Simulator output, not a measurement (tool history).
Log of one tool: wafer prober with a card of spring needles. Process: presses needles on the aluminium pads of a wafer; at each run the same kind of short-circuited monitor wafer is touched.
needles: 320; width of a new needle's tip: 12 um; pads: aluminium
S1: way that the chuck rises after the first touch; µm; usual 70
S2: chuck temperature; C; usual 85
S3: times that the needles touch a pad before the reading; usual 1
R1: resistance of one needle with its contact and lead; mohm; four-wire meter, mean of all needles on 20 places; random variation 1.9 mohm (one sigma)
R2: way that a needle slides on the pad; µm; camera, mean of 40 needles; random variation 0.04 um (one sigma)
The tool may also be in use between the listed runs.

{"run": 1, "hour": 0.0, "S1": 70, "S2": 85, "S3": 1, "R1": 203, "R2": 17.57}
{"hour": 2.3, "done": "tips cleaned on abrasive film"}
{"hour": 10.9, "done": "tips cleaned on abrasive film"}
{"run": 2, "hour": 14.2, "S1": 70, "S2": 85, "S3": 1, "R1": 207, "R2": 17.47}
{"hour": 19.3, "done": "tips cleaned on abrasive film"}
{"run": 3, "hour": 26.2, "S1": 70, "S2": 85, "S3": 1, "R1": 207, "R2": 17.53}
{"hour": 27.5, "done": "tips cleaned on abrasive film"}
{"hour": 35.3, "done": "tips cleaned on abrasive film"}
{"run": 4, "hour": 37.0, "S1": 70, "S2": 85, "S3": 1, "R1": 201, "R2": 17.49}
{"hour": 43.7, "done": "tips cleaned on abrasive film"}
{"hour": 45.0, "done": "height of the first contact set anew"}
{"run": 5, "hour": 47.9, "S1": 70, "S2": 89, "S3": 1, "R1": 204, "R2": 17.5}
{"hour": 53.0, "done": "tips cleaned on abrasive film"}
{"hour": 61.2, "done": "tips cleaned on abrasive film"}
{"run": 6, "hour": 61.2, "S1": 70, "S2": 89, "S3": 1, "R1": 208, "R2": 17.45}
{"hour": 69.7, "done": "tips cleaned on abrasive film"}
{"run": 7, "hour": 75.9, "S1": 70, "S2": 89, "S3": 1, "R1": 206, "R2": 17.55}
{"hour": 78.2, "done": "tips cleaned on abrasive film"}
{"hour": 86.3, "done": "tips cleaned on abrasive film"}
{"run": 8, "hour": 93.2, "S1": 70, "S2": 89, "S3": 1, "R1": 205, "R2": 17.41}
{"hour": 94.6, "done": "tips cleaned on abrasive film"}
{"hour": 102.6, "done": "tips cleaned on abrasive film"}
{"run": 9, "hour": 107.0, "S1": 70, "S2": 89, "S3": 1, "R1": 209, "R2": 17.4}
{"hour": 111.1, "done": "tips cleaned on abrasive film"}
{"hour": 119.3, "done": "tips cleaned on abrasive film"}
{"run": 10, "hour": 123.8, "S1": 70, "S2": 89, "S3": 1, "R1": 207, "R2": 17.37}
{"hour": 127.7, "done": "tips cleaned on abrasive film"}
{"hour": 136.5, "done": "tips cleaned on abrasive film"}
{"run": 11, "hour": 141.1, "S1": 70, "S2": 89, "S3": 1, "R1": 205, "R2": 17.45}
{"hour": 144.4, "done": "tips cleaned on abrasive film"}
{"hour": 152.5, "done": "tips cleaned on abrasive film"}
{"run": 12, "hour": 154.3, "S1": 70, "S2": 89, "S3": 1, "R1": 205, "R2": 17.32}
{"hour": 160.9, "done": "tips cleaned on abrasive film"}
{"hour": 164.0, "done": "height of the first contact set anew"}
{"hour": 170.1, "done": "tips cleaned on abrasive film"}
{"run": 13, "hour": 170.9, "S1": 70, "S2": 85, "S3": 1, "R1": 211, "R2": 17.41}
{"hour": 178.4, "done": "tips cleaned on abrasive film"}
{"hour": 186.3, "done": "tips cleaned on abrasive film"}
{"run": 14, "hour": 187.4, "S1": 70, "S2": 85, "S3": 1, "R1": 210, "R2": 17.32}
{"hour": 194.4, "done": "tips cleaned on abrasive film"}
{"run": 15, "hour": 196.5, "S1": 70, "S2": 85, "S3": 2, "R1": 207, "R2": 17.38}
{"hour": 203.1, "done": "tips cleaned on abrasive film"}
{"run": 16, "hour": 210.0, "S1": 78, "S2": 121, "S3": 1, "R1": 215, "R2": 19.4}
{"hour": 211.0, "done": "tips cleaned on abrasive film"}
{"run": 17, "hour": 218.1, "S1": 78, "S2": 121, "S3": 1, "R1": 217, "R2": 19.36}
{"hour": 219.5, "done": "tips cleaned on abrasive film"}
{"hour": 228.0, "done": "tips cleaned on abrasive film"}
{"run": 18, "hour": 232.6, "S1": 78, "S2": 121, "S3": 1, "R1": 214, "R2": 19.32}
{"hour": 235.6, "done": "gauge calibrated"}
{"hour": 237.1, "done": "tips cleaned on abrasive film"}
{"run": 19, "hour": 242.6, "S1": 78, "S2": 121, "S3": 1, "R1": 218, "R2": 19.56}
{"hour": 245.3, "done": "tips cleaned on abrasive film"}
{"hour": 253.6, "done": "tips cleaned on abrasive film"}
{"run": 20, "hour": 257.4, "S1": 55, "S2": 35, "S3": 3, "R1": 198, "R2": 13.77}
{"hour": 261.4, "done": "tips cleaned on abrasive film"}
{"run": 21, "hour": 266.2, "S1": 55, "S2": 35, "S3": 3, "R1": 196, "R2": 13.68}
{"hour": 269.9, "done": "tips cleaned on abrasive film"}
{"hour": 277.9, "done": "tips cleaned on abrasive film"}
{"hour": 282.8, "done": "height of the first contact set anew"}
{"run": 22, "hour": 283.3, "S1": 54, "S2": 112, "S3": 2, "R1": 214, "R2": 13.49}
{"hour": 286.5, "done": "tips cleaned on abrasive film"}
{"run": 23, "hour": 292.5, "S1": 54, "S2": 112, "S3": 2, "R1": 212, "R2": 13.48}
{"hour": 294.8, "done": "tips cleaned on abrasive film"}
{"run": 24, "hour": 301.7, "S1": 70, "S2": 109, "S3": 1, "R1": 212, "R2": 17.54}
{"hour": 303.2, "done": "tips cleaned on abrasive film"}
{"hour": 311.1, "done": "tips cleaned on abrasive film"}
{"run": 25, "hour": 318.2, "S1": 75, "S2": 109, "S3": 3, "R1": 215, "R2": 18.71}
{"hour": 319.8, "done": "tips cleaned on abrasive film"}
{"hour": 328.5, "done": "tips cleaned on abrasive film"}
{"run": 26, "hour": 332.7, "S1": 75, "S2": 109, "S3": 3, "R1": 208, "R2": 18.71}
{"hour": 336.4, "done": "tips cleaned on abrasive film"}
{"hour": 344.9, "done": "tips cleaned on abrasive film"}
{"run": 27, "hour": 349.3, "S1": 51, "S2": 85, "S3": 1, "R1": 215, "R2": 12.67}
{"hour": 353.0, "done": "tips cleaned on abrasive film"}
{"hour": 361.0, "done": "tips cleaned on abrasive film"}
{"run": 28, "hour": 366.1, "S1": 68, "S2": 77, "S3": 1, "R1": 204, "R2": 16.91}
{"hour": 370.1, "done": "tips cleaned on abrasive film"}
{"hour": 378.5, "done": "tips cleaned on abrasive film"}
{"run": 29, "hour": 378.5, "S1": 68, "S2": 77, "S3": 1, "R1": 203, "R2": 16.89}
{"hour": 386.6, "done": "tips cleaned on abrasive film"}
{"run": 30, "hour": 386.6, "S1": 68, "S2": 77, "S3": 1, "R1": 201, "R2": 16.91}

3 ways to go on from here, each from the tool as it stands after run 30. What would each give?
{"hour": 392.2, "done": "gauge calibrated"}
{"hour": 394.6, "done": "tips cleaned on abrasive film"}
{"run": "A", "hour": 397.6, "S1": 75, "S2": 48, "S3": 2, "R1": "?", "R2": "?"}
{"hour": 392.2, "done": "gauge calibrated"}
{"hour": 394.6, "done": "tips cleaned on abrasive film"}
{"run": "B", "hour": 397.6, "S1": 55, "S2": 30, "S3": 1, "R1": "?", "R2": "?"}
{"hour": 392.2, "done": "gauge calibrated"}
{"hour": 394.6, "done": "tips cleaned on abrasive film"}
{"run": "C", "hour": 397.6, "S1": 54, "S2": 46, "S3": 1, "R1": "?", "R2": "?"}

run=A R1=196 R2=18.86
run=B R1=197 R2=13.78
run=C R1=201 R2=13.54
Without the tool's hidden state the same runs would have given:
run=A R1=196 R2=18.87
run=B R1=196 R2=13.78
run=C R1=200 R2=13.55

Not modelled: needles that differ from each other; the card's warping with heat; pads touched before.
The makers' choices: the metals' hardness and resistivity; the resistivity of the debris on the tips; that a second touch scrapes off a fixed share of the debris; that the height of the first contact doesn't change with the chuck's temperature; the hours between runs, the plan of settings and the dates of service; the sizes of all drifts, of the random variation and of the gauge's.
